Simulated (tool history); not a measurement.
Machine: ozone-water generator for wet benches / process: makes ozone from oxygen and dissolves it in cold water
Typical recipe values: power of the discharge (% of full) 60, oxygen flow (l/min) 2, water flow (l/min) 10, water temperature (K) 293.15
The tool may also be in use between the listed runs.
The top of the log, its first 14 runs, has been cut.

run    hour  power of the discharge (% of full)  oxygen flow (l/min)  water flow (l/min)  water temperature (K)  hours of work since the electrodes were changed  hours of work since the contactor was cleaned  hours of work since the thermometer was calibrated  dissolved ozone (ppm)  ozone in the gas ahead of the water (g/m3)
 15  1400.1                                  60                    2                  10                 293.15                                             2879                                           5401                                                3305                     10                                       141.2
 16  1524.8                                  60                    2                  10                 293.15                                             2960                                           5482                                                3385                   10.1                                       140.4
 17  1634.2                                  60                    2                  10                 293.15                                             3030                                           5553                                                3456                    9.9                                       141.5
 18  1764.9                                  60                    2                  10                 293.15                                             3115                                           5637                                                3541                   10.1                                       141.9
 19    1846                                  60                    2                  10                 293.15                                             3168                                           5690                                                3594                   10.1                                       141.5
 20  1950.5                                  43                 2.41                   7                 293.15                                             3235                                           5758                                                3661                   10.8                                       100.8
 21    2023                                  43                 2.41                   7                 293.15                                             3282                                           5805                                                3708                   10.7                                       102.2
 22  2108.9                                  66                 1.06                  10                 293.15                                             3338                                           5860                                                3764                    9.2                                       194.7
 23  2185.7                                  66                 1.06                  10                 293.15                                             3388                                           5910                                                3814                      9                                       192.7
     2310.3  -- contactor cleaned
 24  2310.8                                  66                 1.06                  10                 293.15                                             3466                                              0                                                3892                      9                                       194.2
 25  2416.7                                  66                 1.06                  10                 293.15                                             3535                                             69                                                3961                    9.1                                       194.1
 26  2509.5                                  44                 2.86                  11                 295.15                                             3595                                            129                                                4021                    7.5                                        96.6
     2580.3  -- water thermometer calibrated
 27  2638.6                                  81                  1.3                  10                 293.15                                             3679                                            212                                                  38                   11.2                                       212.2
 28  2734.8                                  81                  1.3                  10                 293.15                                             3741                                            275                                                 100                   11.2                                       208.8
 29  2848.2                                  66                 1.89                  10                 293.15                                             3814                                            348                                                 174                   10.8                                       156.1
 30  2934.7                                  45                    2                  10                 291.15                                             3870                                            404                                                 230                    8.1                                       111.5
 31  3059.7                                  57                 2.63                   8                 292.15                                             3952                                            485                                                 311                   12.6                                         124
 32  3158.8                                  70                 1.17                   6                 293.15                                             4016                                            550                                                 375                   16.4                                       194.6
 33  3228.2                                  60                    2                  14                 300.15                                             4061                                            595                                                 420                    6.4                                       140.6
 34  3330.7                                  43                    2                  10                 291.15                                             4127                                            661                                                 486                    7.8                                       108.1

Forecast each of these 3 alternatives for the next run:
  A  3459.6                                  43                 2.72                  10                 291.15                                             4211                                            745                                                 570                      ?                                           ?
  B  3459.6                                  60                    2                   7                 299.15                                             4211                                            745                                                 570                      ?                                           ?
  C  3459.6                                  43                    2                  12                 291.15                                             4211                                            745                                                 570                      ?                                           ?

run  dissolved ozone (ppm)  ozone in the gas ahead of the water (g/m3)
  A                    8.3                                        97.2
  B                   12.7                                       139.4
  C                    6.7                                         109
The same runs, with their run-to-run variation unchanged, on a tool lacking any hidden condition would have given:
run  dissolved ozone (ppm)  ozone in the gas ahead of the water (g/m3)
  A                    8.3                                        97.2
  B                   12.7                                       139.5
  C                    6.7                                       109.1
